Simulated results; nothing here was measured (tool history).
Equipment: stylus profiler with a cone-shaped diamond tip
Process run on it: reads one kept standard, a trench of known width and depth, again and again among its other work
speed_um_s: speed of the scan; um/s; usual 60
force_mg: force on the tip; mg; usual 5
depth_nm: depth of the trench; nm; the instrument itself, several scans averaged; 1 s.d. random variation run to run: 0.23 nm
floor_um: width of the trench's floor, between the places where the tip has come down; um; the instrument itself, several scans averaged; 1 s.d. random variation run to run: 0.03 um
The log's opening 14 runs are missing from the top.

| run | hour | speed_um_s | force_mg | depth_nm | floor_um |
|---|---|---|---|---|---|
| 15 | 153.5 | 60 | 12.59 | 1019.34 | 23.61 |
| 16 | 163.8 | 60 | 12.59 | 1019.49 | 23.58 |
| 17 | 180.5 | 60 | 12.59 | 1019.34 | 23.6 |
| 18 | 190.8 | 60 | 12.59 | 1019.26 | 23.52 |
| 19 | 202.1 | 60 | 12.59 | 1019.52 | 23.56 |
| 20 | 209.6 | 239 | 5.64 | 1011.23 | 22.66 |
| 21 | 222.2 | 239 | 5.64 | 1011.21 | 22.75 |
| 22 | 238.2 | 239 | 5.64 | 1011.69 | 22.65 |
| 23 | 247.8 | 118 | 7.72 | 1014.17 | 23.22 |
| 24 | 257.8 | 25 | 10.88 | 1017.93 | 23.57 |
| 25 | 273.2 | 193 | 10.77 | 1017.42 | 23 |
| 26 | 284.3 | 193 | 10.77 | 1017.71 | 23.09 |
| 27 | 294.6 | 60 | 6.9 | 1013.28 | 23.41 |
| 28 | 305.1 | 70 | 9.35 | 1016.3 | 23.41 |
| 29 | 314.9 | 76 | 9.06 | 1015.74 | 23.38 |
| 30 | 330.7 | 16 | 10.46 | 1017.75 | 23.55 |
| 31 | 342.9 | 66 | 1.67 | 1005.14 | 23.09 |
| 32 | 355.1 | 66 | 1.67 | 1005.74 | 23.07 |
| 33 | 370.4 | 121 | 7.11 | 1013.62 | 23.14 |
| 34 | 384.3 | 158 | 2.49 | 1007.48 | 22.59 |
| 35 | 400 | 93 | 4.31 | 1010.12 | 23.1 |
| 36 | 411.7 | 21 | 13.57 | 1020.58 | 23.44 |

What will run 37 give?
| 37 | 426.9 | 83 | 2.02 | ? | ? |

Run 37 gave depth_nm 1006.6 nm, floor_um 22.93 um.
Minus the tool's unlogged condition, the same run would have read depth_nm 1005.63 nm, floor_um 23.4 um.
